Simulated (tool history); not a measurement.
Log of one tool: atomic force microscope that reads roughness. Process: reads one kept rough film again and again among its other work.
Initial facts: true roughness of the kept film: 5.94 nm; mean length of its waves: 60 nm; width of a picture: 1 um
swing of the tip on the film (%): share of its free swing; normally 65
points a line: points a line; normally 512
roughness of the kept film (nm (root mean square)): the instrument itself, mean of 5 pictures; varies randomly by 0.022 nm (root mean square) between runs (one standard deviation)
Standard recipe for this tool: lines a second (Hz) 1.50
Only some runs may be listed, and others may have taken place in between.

| run | day | lines a second (Hz) | swing of the tip on the film (%) | points a line | roughness of the kept film (nm (root mean square)) |
|---|---|---|---|---|---|
| 1 | 0.000 | 1.50 | 65 | 512 | 5.511 |
| 2 | 0.321 | 1.50 | 65 | 512 | 5.526 |
| 3 | 0.600 | 1.50 | 65 | 512 | 5.507 |
| 4 | 0.829 | 1.50 | 58 | 512 | 5.624 |
|  | 1.067 | new tip fitted |
| 5 | 1.183 | 1.50 | 58 | 997 | 5.614 |
| 6 | 1.554 | 1.50 | 65 | 742 | 5.511 |
| 7 | 1.708 | 1.50 | 65 | 742 | 5.535 |
| 8 | 1.867 | 0.75 | 65 | 512 | 5.665 |
| 9 | 2.117 | 1.50 | 65 | 512 | 5.496 |
| 10 | 2.346 | 1.48 | 65 | 512 | 5.501 |
| 11 | 2.558 | 1.50 | 65 | 877 | 5.530 |
| 12 | 2.779 | 1.50 | 65 | 877 | 5.440 |
| 13 | 3.121 | 1.50 | 65 | 877 | 5.524 |
| 14 | 3.333 | 1.50 | 65 | 877 | 5.508 |
| 15 | 3.550 | 1.50 | 65 | 877 | 5.470 |
| 16 | 3.742 | 1.50 | 65 | 877 | 5.523 |
| 17 | 4.067 | 1.50 | 85 | 512 | 5.098 |
| 18 | 4.433 | 1.50 | 85 | 512 | 5.088 |
|  | 4.625 | new tip fitted |
| 19 | 4.654 | 1.50 | 68 | 512 | 5.500 |
| 20 | 4.917 | 1.50 | 68 | 512 | 5.455 |
| 21 | 5.121 | 1.50 | 68 | 512 | 5.482 |
| 22 | 5.375 | 1.96 | 68 | 382 | 5.392 |
| 23 | 5.712 | 1.24 | 86 | 692 | 5.220 |
| 24 | 5.892 | 3.58 | 68 | 512 | 5.139 |
| 25 | 6.092 | 3.21 | 65 | 296 | 5.249 |
| 26 | 6.400 | 3.21 | 65 | 338 | 5.244 |
| 27 | 6.650 | 1.50 | 83 | 512 | 5.145 |
| 28 | 6.900 | 1.63 | 83 | 288 | 5.081 |
| 29 | 7.279 | 2.96 | 62 | 751 | 5.362 |
| 30 | 7.496 | 2.96 | 62 | 751 | 5.347 |
| 31 | 7.800 | 2.96 | 62 | 751 | 5.381 |
| 32 | 7.962 | 2.96 | 62 | 751 | 5.362 |
|  | 8.192 | new tip fitted |
| 33 | 8.233 | 3.26 | 65 | 375 | 5.269 |
| 34 | 8.408 | 3.26 | 65 | 375 | 5.279 |
| 35 | 8.650 | 1.02 | 65 | 421 | 5.618 |
| 36 | 8.917 | 2.20 | 78 | 421 | 5.070 |
| 37 | 9.079 | 2.20 | 69 | 780 | 5.343 |
| 38 | 9.425 | 1.74 | 73 | 823 | 5.380 |
| 39 | 9.583 | 1.50 | 68 | 605 | 5.502 |
| 40 | 9.962 | 1.50 | 68 | 605 | 5.436 |
| 41 | 10.254 | 1.34 | 61 | 430 | 5.532 |

Branching from run 41: 4 alternative next runs. What would each branch give?
| A | 10.433 | 0.65 | 61 | 340 | ? |
| B | 10.433 | 1.50 | 65 | 620 | ? |
| C | 10.433 | 1.45 | 61 | 430 | ? |
| D | 10.433 | 1.50 | 70 | 772 | ? |

| run | roughness of the kept film (nm (root mean square)) |
|---|---|
| A | 5.628 |
| B | 5.490 |
| C | 5.572 |
| D | 5.447 |
Stripped of hidden state, with their random variation kept, the same runs would have yielded:
| run | roughness of the kept film (nm (root mean square)) |
|---|---|
| A | 5.637 |
| B | 5.499 |
| C | 5.581 |
| D | 5.455 |
